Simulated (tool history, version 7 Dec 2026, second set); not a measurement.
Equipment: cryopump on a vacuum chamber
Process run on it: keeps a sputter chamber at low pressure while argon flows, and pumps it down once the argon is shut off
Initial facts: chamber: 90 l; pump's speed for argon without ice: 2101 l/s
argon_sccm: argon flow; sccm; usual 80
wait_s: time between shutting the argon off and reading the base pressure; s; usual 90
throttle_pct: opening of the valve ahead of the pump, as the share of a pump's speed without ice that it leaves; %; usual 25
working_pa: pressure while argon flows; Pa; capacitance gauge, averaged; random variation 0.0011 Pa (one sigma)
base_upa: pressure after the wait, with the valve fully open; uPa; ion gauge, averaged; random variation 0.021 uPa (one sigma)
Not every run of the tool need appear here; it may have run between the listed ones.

| run | hour | argon_sccm | wait_s | throttle_pct | working_pa | base_upa |
|---|---|---|---|---|---|---|
| 1 | 0.0 | 80 | 90 | 25 | 0.2673 | 1.38 |
| 2 | 27.6 | 80 | 90 | 25 | 0.2670 | 1.40 |
| 3 | 80.4 | 80 | 90 | 25 | 0.2670 | 1.43 |
| 4 | 115.3 | 80 | 90 | 25 | 0.2586 | 1.33 |
| 5 | 150.9 | 82 | 90 | 25 | 0.2658 | 1.36 |
| 6 | 180.9 | 82 | 90 | 25 | 0.2648 | 1.31 |
| 7 | 231.0 | 82 | 90 | 25 | 0.2641 | 1.39 |
| 8 | 280.3 | 82 | 90 | 25 | 0.2667 | 1.43 |
| 9 | 307.6 | 82 | 90 | 25 | 0.2650 | 1.47 |
| 10 | 360.2 | 82 | 90 | 25 | 0.2678 | 1.41 |
| 11 | 387.3 | 48 | 90 | 23 | 0.1699 | 1.48 |
| 12 | 420.9 | 72 | 90 | 55 | 0.1076 | 1.52 |
| 13 | 468.9 | 80 | 76 | 22 | 0.2948 | 1.60 |
| 14 | 498.1 | 80 | 298 | 42 | 0.1559 | 1.33 |
| 15 | 536.7 | 80 | 298 | 42 | 0.1561 | 1.37 |
| 16 | 591.8 | 80 | 298 | 42 | 0.1548 | 1.46 |
| 17 | 625.2 | 80 | 298 | 42 | 0.1556 | 1.39 |
| 18 | 665.8 | 80 | 298 | 42 | 0.1568 | 1.40 |

Missing from the log above: 1 entry noted between runs. For each, name the pair of listed runs it sits between and say how the tool's hidden condition differs from the listed run just before to the listed run just after:
Runs 3 to 4: pump warmed up, emptied and cooled again (hour 114.2)
  pump's speed, % of a pump's without ice: 87.5 -> 99.4; leak into the chamber, uPa l/s: 2034 -> 2067
  what was measured, less what the result would be without the hidden state, working_pa: +0.0099 -> +0.0010 Pa; base_upa: +0.98 -> +0.85 uPa
